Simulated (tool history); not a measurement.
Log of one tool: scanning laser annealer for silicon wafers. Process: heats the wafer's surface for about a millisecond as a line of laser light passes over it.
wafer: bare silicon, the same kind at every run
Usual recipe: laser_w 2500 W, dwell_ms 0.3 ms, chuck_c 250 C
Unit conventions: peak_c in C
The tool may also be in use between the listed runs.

Run 1, hour 0: usual settings. Result: peak_c 1016 C.
Run 2, hour 51.7: usual settings but dwell_ms 0.216 ms. Result: peak_c 895 C.
Run 3, hour 122: usual settings but dwell_ms 0.216 ms. Result: peak_c 894 C.
Run 4, hour 168.7: usual settings but laser_w 2502 W. Result: peak_c 1014 C.
Run 5, hour 244.1: usual settings but laser_w 2502 W. Result: peak_c 1013 C.
Run 6, hour 292.3: usual settings but laser_w 2502 W. Result: peak_c 1010 C.
Run 7, hour 368.2: usual settings but laser_w 2502 W. Result: peak_c 1010 C.
Run 8, hour 409.5: usual settings but laser_w 2502 W. Result: peak_c 1013 C.
Run 9, hour 464: usual settings but laser_w 2343 W. Result: peak_c 961 C.
At hour 474.3: optics aligned, line set to its width.
Run 10, hour 516.5: usual settings but laser_w 2343 W. Result: peak_c 964 C.
Run 11, hour 572: usual settings but laser_w 2343 W. Result: peak_c 960 C.
Run 12, hour 638.5: usual settings but laser_w 2343 W. Result: peak_c 962 C.
Run 13, hour 692: usual settings but laser_w 2343 W. Result: peak_c 957 C.
Run 14, hour 726.8: usual settings but laser_w 2343 W. Result: peak_c 958 C.
At hour 803: window over the wafer cleaned.
Run 15, hour 803: usual settings but laser_w 2580 W. Result: peak_c 1047 C.
Run 16, hour 838.5: usual settings but laser_w 2580 W. Result: peak_c 1048 C.
Run 17, hour 881.3: usual settings but laser_w 2580 W. Result: peak_c 1045 C.
Run 18, hour 914.7: usual settings but laser_w 2365 W. Result: peak_c 981 C.
Run 19, hour 948.9: usual settings but laser_w 2365 W. Result: peak_c 981 C.
Run 20, hour 1008.1: usual settings but laser_w 2365 W. Result: peak_c 981 C.
Run 21, hour 1043.8: usual settings but laser_w 2365 W. Result: peak_c 980 C.
Run 22, hour 1083.7: usual settings but laser_w 2720 W, dwell_ms 0.219 ms, chuck_c 235 C. Result: peak_c 940 C.
Run 23, hour 1118.5: usual settings but laser_w 2665 W, dwell_ms 0.277 ms. Result: peak_c 1035 C.
Run 24, hour 1198: usual settings but laser_w 2665 W, dwell_ms 0.277 ms. Result: peak_c 1030 C.
Run 25, hour 1253: usual settings but laser_w 2665 W, dwell_ms 0.277 ms, chuck_c 221 C. Result: peak_c 999 C.
Run 26, hour 1292.4: usual settings but laser_w 2665 W, dwell_ms 0.277 ms, chuck_c 221 C. Result: peak_c 1000 C.
Run 27, hour 1334.6: usual settings but laser_w 2665 W, dwell_ms 0.277 ms, chuck_c 221 C. Result: peak_c 995 C.
Run 28, hour 1394.2: usual settings but laser_w 2345 W, dwell_ms 0.282 ms, chuck_c 253 C. Result: peak_c 943 C.
Run 29, hour 1454.2: usual settings but laser_w 2649 W, dwell_ms 0.309 ms, chuck_c 255 C. Result: peak_c 1070 C.
Run 30, hour 1534.2: usual settings but laser_w 2465 W, dwell_ms 0.28 ms, chuck_c 255 C. Result: peak_c 973 C.
Run 31, hour 1580.2: usual settings but laser_w 2336 W, chuck_c 239 C. Result: peak_c 947 C.
Run 32, hour 1637.7: usual settings but dwell_ms 0.237 ms, chuck_c 231 C. Result: peak_c 895 C.
Run 33, hour 1681: usual settings but laser_w 2237 W, dwell_ms 0.377 ms, chuck_c 247 C. Result: peak_c 1009 C.
At hour 1699.4: window over the wafer cleaned.
Run 34, hour 1752.5: usual settings but laser_w 2237 W, dwell_ms 0.377 ms, chuck_c 247 C. Result: peak_c 1039 C.
Run 35, hour 1806.9: usual settings but laser_w 2237 W, dwell_ms 0.377 ms, chuck_c 247 C. Result: peak_c 1041 C.
Run 36, hour 1842.9: usual settings but laser_w 2577 W, dwell_ms 0.299 ms, chuck_c 235 C. Result: peak_c 1034 C.
Run 37, hour 1883: usual settings but dwell_ms 0.265 ms, chuck_c 215 C. Result: peak_c 940 C.
Run 38, hour 1937.9: usual settings but dwell_ms 0.265 ms, chuck_c 215 C. Result: peak_c 940 C.
Run 39, hour 1987.2: usual settings but dwell_ms 0.265 ms, chuck_c 215 C. Result: peak_c 938 C.
Run 40, hour 2031.7: usual settings but laser_w 2201 W, dwell_ms 0.377 ms, chuck_c 249 C. Result: peak_c 1017 C.

For some of the steps in peak_c from one run to the next: how much would appear even if the tool had no hidden state, given the settings, what came in and random variation, and how much remains for the hidden state plus any gauge scatter that the measured result and the result without hidden state don't share?
What the log doesn't record here: light that passes the window, % of a clean one's; laser's true power over the reading, %; width of the line over the set one, %; drift of the gauge itself on peak_c, C.
Run 1 -> 2: dwell_ms 0.3 -> 0.216. peak_c -121 C: hidden state -1, all else -120.
Run 3 -> 4: laser_w 2500 -> 2502, dwell_ms 0.216 -> 0.3. peak_c +120 C: hidden state -1, all else +121.
Run 9 -> 10: optics aligned, line set to its width. peak_c +3 C: hidden state +3, all else +0.
Run 14 -> 15: laser_w 2343 -> 2580, window over the wafer cleaned. peak_c +89 C: hidden state +22, all else +67.
Run 28 -> 29: laser_w 2345 -> 2649, dwell_ms 0.282 -> 0.309, chuck_c 253 -> 255. peak_c +127 C: hidden state -2, all else +129.
Run 33 -> 34: window over the wafer cleaned. peak_c +30 C: hidden state +26, all else +4.
